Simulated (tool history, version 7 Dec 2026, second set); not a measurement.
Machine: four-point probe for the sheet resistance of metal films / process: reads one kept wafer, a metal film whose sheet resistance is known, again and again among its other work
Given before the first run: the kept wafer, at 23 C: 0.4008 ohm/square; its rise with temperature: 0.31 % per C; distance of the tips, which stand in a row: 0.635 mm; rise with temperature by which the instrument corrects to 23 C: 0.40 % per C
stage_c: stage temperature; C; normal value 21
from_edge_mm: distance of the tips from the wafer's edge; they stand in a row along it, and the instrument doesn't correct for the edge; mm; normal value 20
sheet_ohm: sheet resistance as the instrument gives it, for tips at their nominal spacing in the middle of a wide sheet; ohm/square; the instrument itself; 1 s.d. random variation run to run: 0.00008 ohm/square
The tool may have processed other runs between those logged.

{"run": 1, "hour": 0.0, "stage_c": 21, "from_edge_mm": 20, "sheet_ohm": 0.401935}
{"run": 2, "hour": 11.4, "stage_c": 21, "from_edge_mm": 20, "sheet_ohm": 0.401738}
{"run": 3, "hour": 28.9, "stage_c": 21, "from_edge_mm": 68, "sheet_ohm": 0.401638}
{"run": 4, "hour": 40.0, "stage_c": 21, "from_edge_mm": 4, "sheet_ohm": 0.406938}
{"run": 5, "hour": 51.0, "stage_c": 21, "from_edge_mm": 20, "sheet_ohm": 0.401773}
{"run": 6, "hour": 63.0, "stage_c": 21, "from_edge_mm": 20, "sheet_ohm": 0.40177}
{"run": 7, "hour": 80.6, "stage_c": 21, "from_edge_mm": 20, "sheet_ohm": 0.401847}
{"run": 8, "hour": 96.3, "stage_c": 21, "from_edge_mm": 20, "sheet_ohm": 0.401768}
{"run": 9, "hour": 122.2, "stage_c": 25, "from_edge_mm": 20, "sheet_ohm": 0.400239}
{"run": 10, "hour": 138.4, "stage_c": 25, "from_edge_mm": 20, "sheet_ohm": 0.400412}
{"run": 11, "hour": 158.3, "stage_c": 25, "from_edge_mm": 20, "sheet_ohm": 0.400328}
{"run": 12, "hour": 175.9, "stage_c": 25, "from_edge_mm": 20, "sheet_ohm": 0.400343}
{"run": 13, "hour": 199.8, "stage_c": 25, "from_edge_mm": 20, "sheet_ohm": 0.400143}
{"run": 14, "hour": 212.0, "stage_c": 25, "from_edge_mm": 20, "sheet_ohm": 0.400226}
{"run": 15, "hour": 224.2, "stage_c": 25, "from_edge_mm": 20, "sheet_ohm": 0.400348}
{"run": 16, "hour": 236.2, "stage_c": 25, "from_edge_mm": 20, "sheet_ohm": 0.400263}
{"run": 17, "hour": 246.9, "stage_c": 28, "from_edge_mm": 26, "sheet_ohm": 0.399195}
{"run": 18, "hour": 263.4, "stage_c": 23, "from_edge_mm": 37, "sheet_ohm": 0.400929}
{"run": 19, "hour": 279.5, "stage_c": 23, "from_edge_mm": 37, "sheet_ohm": 0.400937}
{"run": 20, "hour": 293.2, "stage_c": 23, "from_edge_mm": 37, "sheet_ohm": 0.400831}
{"run": 21, "hour": 304.5, "stage_c": 24, "from_edge_mm": 4, "sheet_ohm": 0.405843}
{"run": 22, "hour": 324.8, "stage_c": 29, "from_edge_mm": 67, "sheet_ohm": 0.398619}
{"run": 23, "hour": 340.2, "stage_c": 29, "from_edge_mm": 67, "sheet_ohm": 0.398562}
{"run": 24, "hour": 351.5, "stage_c": 29, "from_edge_mm": 67, "sheet_ohm": 0.398642}
{"run": 25, "hour": 376.1, "stage_c": 22, "from_edge_mm": 72, "sheet_ohm": 0.401296}

5 options for the next run, each taken on its own from the tool as it stands now. Forecast them:
{"run": "A", "hour": 396.6, "stage_c": 21, "from_edge_mm": 25, "sheet_ohm": "?"}
{"run": "B", "hour": 396.6, "stage_c": 27, "from_edge_mm": 5, "sheet_ohm": "?"}
{"run": "C", "hour": 396.6, "stage_c": 30, "from_edge_mm": 17, "sheet_ohm": "?"}
{"run": "D", "hour": 396.6, "stage_c": 18, "from_edge_mm": 6, "sheet_ohm": "?"}
{"run": "E", "hour": 396.6, "stage_c": 21, "from_edge_mm": 6, "sheet_ohm": "?"}

run=A sheet_ohm=0.401763
run=B sheet_ohm=0.402762
run=C sheet_ohm=0.398451
run=D sheet_ohm=0.40525
run=E sheet_ohm=0.40388
What these runs would have given with no unlogged condition in the tool:
run=A sheet_ohm=0.401734
run=B sheet_ohm=0.402732
run=C sheet_ohm=0.398422
run=D sheet_ohm=0.40522
run=E sheet_ohm=0.40385

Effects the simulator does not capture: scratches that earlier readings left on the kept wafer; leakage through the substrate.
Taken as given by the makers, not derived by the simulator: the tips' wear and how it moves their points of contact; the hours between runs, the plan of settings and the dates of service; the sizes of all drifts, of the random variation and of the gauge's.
